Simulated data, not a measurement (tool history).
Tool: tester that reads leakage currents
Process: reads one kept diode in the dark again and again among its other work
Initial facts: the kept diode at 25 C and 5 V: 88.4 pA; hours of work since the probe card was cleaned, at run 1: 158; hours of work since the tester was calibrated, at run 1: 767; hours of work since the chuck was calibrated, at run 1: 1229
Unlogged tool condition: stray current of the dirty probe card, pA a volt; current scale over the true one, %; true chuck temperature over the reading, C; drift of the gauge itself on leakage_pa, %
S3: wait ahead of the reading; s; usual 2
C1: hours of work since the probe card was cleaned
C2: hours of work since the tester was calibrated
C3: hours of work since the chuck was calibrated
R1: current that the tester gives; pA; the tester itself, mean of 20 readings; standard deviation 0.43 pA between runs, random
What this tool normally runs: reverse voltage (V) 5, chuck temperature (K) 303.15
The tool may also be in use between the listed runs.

Run 1, day 0: usual settings; C1 158; C2 767; C3 1229. Result: R1 126.26 pA.
Run 2, day 1.454: usual settings but chuck temperature (K) 328.15; C1 179; C2 788; C3 1250. Result: R1 1049.68 pA.
Run 3, day 2.546: usual settings but chuck temperature (K) 328.15; C1 194; C2 803; C3 1265. Result: R1 1048.24 pA.
Run 4, day 3.825: usual settings but chuck temperature (K) 328.15; C1 212; C2 821; C3 1284. Result: R1 1049.04 pA.
Run 5, day 4.9: usual settings but chuck temperature (K) 328.15; C1 228; C2 836; C3 1299. Result: R1 1044.85 pA.
Run 6, day 5.729: usual settings but S3 3.23 s; C1 239; C2 848; C3 1311. Result: R1 125.52 pA.
Run 7, day 6.679: usual settings but S3 3.23 s; C1 253; C2 861; C3 1324. Result: R1 125.85 pA.
Run 8, day 7.688: usual settings; C1 267; C2 876; C3 1338. Result: R1 125.92 pA.
Run 9, day 8.738: usual settings; C1 282; C2 891; C3 1353. Result: R1 125.67 pA.
Run 10, day 9.904: usual settings; C1 298; C2 907; C3 1370. Result: R1 125.4 pA.
Run 11, day 11.542: usual settings; C1 321; C2 930; C3 1393. Result: R1 125.31 pA.
At day 11.788: tester calibrated.
Run 12, day 13.262: usual settings; C1 345; C2 21; C3 1416. Result: R1 126.03 pA.
Run 13, day 14.075: usual settings; C1 356; C2 32; C3 1427. Result: R1 125.3 pA.
Run 14, day 15.542: usual settings but reverse voltage (V) 13.26; C1 377; C2 53; C3 1448. Result: R1 218.21 pA.
Run 15, day 16.358: usual settings but reverse voltage (V) 18.69, chuck temperature (K) 302.15; C1 388; C2 65; C3 1460. Result: R1 240.36 pA.
Run 16, day 18.025: usual settings but S3 3.33 s; C1 412; C2 88; C3 1483. Result: R1 125.28 pA.
Run 17, day 19.433: usual settings but reverse voltage (V) 5.06, chuck temperature (K) 307.15, S3 2.85 s; C1 432; C2 108; C3 1503. Result: R1 179.87 pA.
At day 20.092: tester calibrated, once more.
Run 18, day 20.546: usual settings but reverse voltage (V) 2.73, chuck temperature (K) 332.15, S3 4.55 s; C1 446; C2 6; C3 1518. Result: R1 1003.13 pA.
Run 19, day 22.196: usual settings but reverse voltage (V) 2.37, chuck temperature (K) 332.15, S3 1.63 s; C1 470; C2 30; C3 1541. Result: R1 923.17 pA.
Run 20, day 23.738: usual settings but chuck temperature (K) 302.15, S3 0.45 s; C1 492; C2 52; C3 1563. Result: R1 115.21 pA.
Run 21, day 25.45: usual settings but reverse voltage (V) 11.4; C1 516; C2 76; C3 1587. Result: R1 196.98 pA.
Run 22, day 26.554: usual settings but S3 2.87 s; C1 531; C2 91; C3 1603. Result: R1 123.41 pA.
Run 23, day 27.721: usual settings but reverse voltage (V) 2.56, chuck temperature (K) 299.15, S3 3.03 s; C1 548; C2 108; C3 1619. Result: R1 59.29 pA.
Run 24, day 29.342: usual settings but reverse voltage (V) 1.36, chuck temperature (K) 331.15; C1 571; C2 131; C3 1642. Result: R1 629.21 pA.
Run 25, day 30.517: usual settings but reverse voltage (V) 8.1, chuck temperature (K) 331.15, S3 6.68 s; C1 587; C2 147; C3 1659. Result: R1 1662.07 pA.
Run 26, day 32.158: usual settings but reverse voltage (V) 3.87, chuck temperature (K) 311.15, S3 0.96 s; C1 611; C2 171; C3 1682. Result: R1 216.24 pA.
Run 27, day 33.371: usual settings but reverse voltage (V) 3.87, chuck temperature (K) 311.15, S3 0.96 s; C1 628; C2 188; C3 1699. Result: R1 215.27 pA.

Predict each of these 3 candidate next runs independently; none follows another, all start after run 27:
Run A, day 34.546: usual settings but reverse voltage (V) 8.97, chuck temperature (K) 331.15, S3 2.29 s; C1 644; C2 204; C3 1716. Result: R1 ?.
Run B, day 34.546: usual settings but reverse voltage (V) 1.16, chuck temperature (K) 309.15, S3 7.54 s; C1 644; C2 204; C3 1716. Result: R1 ?.
Run C, day 34.546: usual settings but reverse voltage (V) 7.05, chuck temperature (K) 311.15, S3 5.71 s; C1 644; C2 204; C3 1716. Result: R1 ?.

run       R1
  A  1754.92
  B     92.9
  C   300.36
The same runs, with their run-to-run variation unchanged, on a tool lacking any hidden condition would have given:
run       R1
  A  2018.37
  B   108.49
  C   346.83
